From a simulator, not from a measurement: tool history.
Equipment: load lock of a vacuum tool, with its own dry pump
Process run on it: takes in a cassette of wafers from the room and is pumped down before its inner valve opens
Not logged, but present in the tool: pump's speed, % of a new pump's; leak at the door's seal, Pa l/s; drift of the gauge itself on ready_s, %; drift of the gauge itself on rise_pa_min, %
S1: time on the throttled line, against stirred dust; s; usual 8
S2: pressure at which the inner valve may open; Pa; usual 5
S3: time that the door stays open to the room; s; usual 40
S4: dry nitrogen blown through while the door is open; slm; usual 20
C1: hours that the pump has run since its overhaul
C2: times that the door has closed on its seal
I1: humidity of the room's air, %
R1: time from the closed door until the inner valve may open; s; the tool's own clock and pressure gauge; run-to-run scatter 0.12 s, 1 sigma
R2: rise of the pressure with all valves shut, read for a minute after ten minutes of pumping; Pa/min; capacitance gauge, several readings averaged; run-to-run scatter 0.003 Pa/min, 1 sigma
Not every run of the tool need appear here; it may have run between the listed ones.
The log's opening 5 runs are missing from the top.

{"run": 6, "day": 47.683, "S1": 8, "S2": 5, "S3": 40, "S4": 20, "C1": 16109, "C2": 28705, "I1": 43.7, "R1": 16.6, "R2": 0.053}
{"run": 7, "day": 62.138, "S1": 13, "S2": 5, "S3": 40, "S4": 20, "C1": 16455, "C2": 30127, "I1": 46.3, "R1": 20.1, "R2": 0.048}
{"run": 8, "day": 72.179, "S1": 13, "S2": 5, "S3": 40, "S4": 20, "C1": 16696, "C2": 31114, "I1": 48.7, "R1": 20.3, "R2": 0.053}
{"run": 9, "day": 86.083, "S1": 8, "S2": 5, "S3": 40, "S4": 22, "C1": 17030, "C2": 32481, "I1": 46.5, "R1": 16.7, "R2": 0.042}
{"run": 10, "day": 92.783, "S1": 8, "S2": 5, "S3": 40, "S4": 22, "C1": 17191, "C2": 33141, "I1": 42.7, "R1": 16.6, "R2": 0.045}
{"run": 11, "day": 99.533, "S1": 8, "S2": 5, "S3": 55, "S4": 20, "C1": 17353, "C2": 33804, "I1": 48.5, "R1": 16.5, "R2": 0.055}
{"run": 12, "day": 111.329, "S1": 8, "S2": 5, "S3": 40, "S4": 16, "C1": 17636, "C2": 34964, "I1": 47, "R1": 16.7, "R2": 0.052}
{"run": 13, "day": 119.212, "S1": 8, "S2": 5, "S3": 40, "S4": 16, "C1": 17825, "C2": 35740, "I1": 44.7, "R1": 16.7, "R2": 0.05}
{"run": 14, "day": 126.933, "S1": 8, "S2": 5, "S3": 40, "S4": 16, "C1": 18011, "C2": 36499, "I1": 44.7, "R1": 16.8, "R2": 0.05}
{"run": 15, "day": 137.338, "S1": 8, "S2": 5, "S3": 40, "S4": 26, "C1": 18260, "C2": 37522, "I1": 44.6, "R1": 16.4, "R2": 0.038}
{"run": 16, "day": 143.729, "S1": 8, "S2": 5, "S3": 40, "S4": 26, "C1": 18414, "C2": 38151, "I1": 43, "R1": 16.6, "R2": 0.038}
{"run": 17, "day": 151.133, "S1": 8, "S2": 5, "S3": 40, "S4": 16, "C1": 18591, "C2": 38879, "I1": 47.9, "R1": 16.6, "R2": 0.049}
{"run": 18, "day": 164.358, "S1": 8, "S2": 5, "S3": 40, "S4": 16, "C1": 18909, "C2": 40179, "I1": 43.6, "R1": 16.8, "R2": 0.051}
{"day": 172.721, "done": "dry pump taken out, an overhauled one fitted"}
{"run": 19, "day": 178.329, "S1": 8, "S2": 5, "S3": 40, "S4": 16, "C1": 135, "C2": 41529, "I1": 48, "R1": 16.5, "R2": 0.063}
{"run": 20, "day": 187.175, "S1": 8, "S2": 6, "S3": 40, "S4": 11, "C1": 347, "C2": 42398, "I1": 46.3, "R1": 16.4, "R2": 0.056}
{"run": 21, "day": 197.017, "S1": 10, "S2": 8, "S3": 40, "S4": 11, "C1": 583, "C2": 43366, "I1": 45.6, "R1": 17.5, "R2": 0.06}
{"day": 204.142, "done": "door's seal changed, seat wiped"}
{"run": 22, "day": 211.217, "S1": 15, "S2": 6, "S3": 40, "S4": 7, "C1": 922, "C2": 696, "I1": 46.1, "R1": 21.3, "R2": 0.066}
{"run": 23, "day": 218.888, "S1": 5, "S2": 5, "S3": 40, "S4": 13, "C1": 1106, "C2": 1450, "I1": 47.2, "R1": 14.5, "R2": 0.053}
{"run": 24, "day": 226.721, "S1": 16, "S2": 4, "S3": 40, "S4": 20, "C1": 1294, "C2": 2220, "I1": 42.2, "R1": 22.6, "R2": 0.043}
{"run": 25, "day": 237.108, "S1": 7, "S2": 6, "S3": 40, "S4": 8, "C1": 1544, "C2": 3242, "I1": 47.2, "R1": 15.8, "R2": 0.066}
{"run": 26, "day": 244.004, "S1": 8, "S2": 5, "S3": 55, "S4": 20, "C1": 1709, "C2": 3920, "I1": 44.7, "R1": 16.5, "R2": 0.05}

Estimate the outcome of run 27 from the log above:
{"run": 27, "day": 258.492, "S1": 6, "S2": 5, "S3": 40, "S4": 20, "C1": 2057, "C2": 5345, "I1": 44.2, "R1": "?", "R2": "?"}

{"run 27": {"R1": 15.3, "R2": 0.043}}
With the hidden condition absent and the run-to-run variation left alone, this run would have shown R1 15.3 s, R2 0.043 Pa/min.
